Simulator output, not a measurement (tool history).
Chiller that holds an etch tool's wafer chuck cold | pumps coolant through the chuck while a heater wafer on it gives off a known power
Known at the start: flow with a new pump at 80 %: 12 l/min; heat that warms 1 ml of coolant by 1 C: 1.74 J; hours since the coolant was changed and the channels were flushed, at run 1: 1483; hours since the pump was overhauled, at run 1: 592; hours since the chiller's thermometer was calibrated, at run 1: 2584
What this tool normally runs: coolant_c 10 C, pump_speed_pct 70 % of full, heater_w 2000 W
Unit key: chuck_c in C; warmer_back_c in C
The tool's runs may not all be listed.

run,hour,coolant_c,pump_speed_pct,heater_w,hours since the coolant was changed and the channels were flushed,hours since the pump was overhauled,hours since the chiller's thermometer was calibrated,chuck_c,warmer_back_c
1,0,10,70,2000,1483,592,2584,37.2,6.68
2,35.1,10,70,2000,1518,627,2619,37.4,6.72
3,53.7,10,70,2000,1537,645,2638,37.5,6.72
4,80.7,10,70,2000,1564,672,2665,37.5,6.68
5,99.6,14,70,2000,1583,691,2684,41.6,6.75
6,116.5,14,70,2000,1599,708,2701,41.5,6.6
7,138.7,14,70,2000,1622,730,2723,41.5,6.69
8,158.7,10,70,2000,1642,750,2743,37.8,6.73
9,178.7,10,70,1901,1662,770,2763,36.1,6.38
10,212.6,10,70,1901,1696,804,2797,36.3,6.41
11,229.4,10,70,1901,1712,821,2814,36.5,6.38
12,264.9,10,70,1901,1748,856,2849,36.4,6.4
13,303.8,18,70,2000,1787,895,2888,45.9,6.79
14,327.3,3,70,2000,1810,919,2911,31.1,6.69
15,361.5,10,70,2877,1845,953,2946,50.6,9.75
16,396.8,10,70,2877,1880,988,2981,50.6,9.68
17,412.7,3,60,1991,1896,1004,2997,34.8,7.81
18,441.5,3,60,1991,1925,1033,3026,35.2,7.86
19,458.1,10,77,2000,1941,1050,3042,35.7,6.19
20,487.3,7,64,2368,1970,1079,3072,43,8.74
21,512.3,7,64,2368,1995,1104,3097,43.3,8.77
22,542.5,7,64,2368,2026,1134,3127,43.5,8.74
23,577.4,17,70,1594,2060,1169,3162,39.7,5.43
24,594.1,17,62,2788,2077,1186,3178,61.1,10.68
# hour 613.8: chiller's thermometer calibrated
25,618.5,9,77,1848,2100,1209,5,33.9,5.67
26,642,2,95,1848,2124,1233,28,22.9,4.69
27,676.6,2,95,1848,2159,1267,63,22.7,4.7
28,706,3,69,1848,2188,1297,92,30.4,6.39
29,743.5,1,82,1007,2226,1334,130,14,2.95
30,773.4,1,64,1568,2255,1364,160,25.8,5.89
31,804.5,19,64,2784,2287,1395,191,63.2,10.42

Per-run results on a tool with no hidden state, each run keeping its own random variation:
The hidden state here: heat passed by the chuck's channels, % of clean ones'; flow at a given pump speed, % of a new pump's; coolant's true temperature over the reading, C; drift of the gauge itself on chuck_c, C; drift of the gauge itself on warmer_back_c, C.
run,chuck_c,warmer_back_c
1,35.4,6.56
2,35.6,6.59
3,35.6,6.59
4,35.5,6.54
5,39.6,6.61
6,39.5,6.46
7,39.5,6.54
8,35.7,6.58
9,34.1,6.23
10,34.2,6.26
11,34.4,6.22
12,34.2,6.24
13,43.5,6.61
14,28.6,6.5
15,46.8,9.48
16,46.7,9.39
17,31.8,7.58
18,32.1,7.62
19,33.3,6
20,39.4,8.46
21,39.6,8.48
22,39.7,8.45
23,37.5,5.24
24,56.2,10.31
25,30.7,5.47
26,20.3,4.52
27,20,4.53
28,26.8,6.15
29,12.2,2.84
30,22.5,5.66
31,57.2,9.99
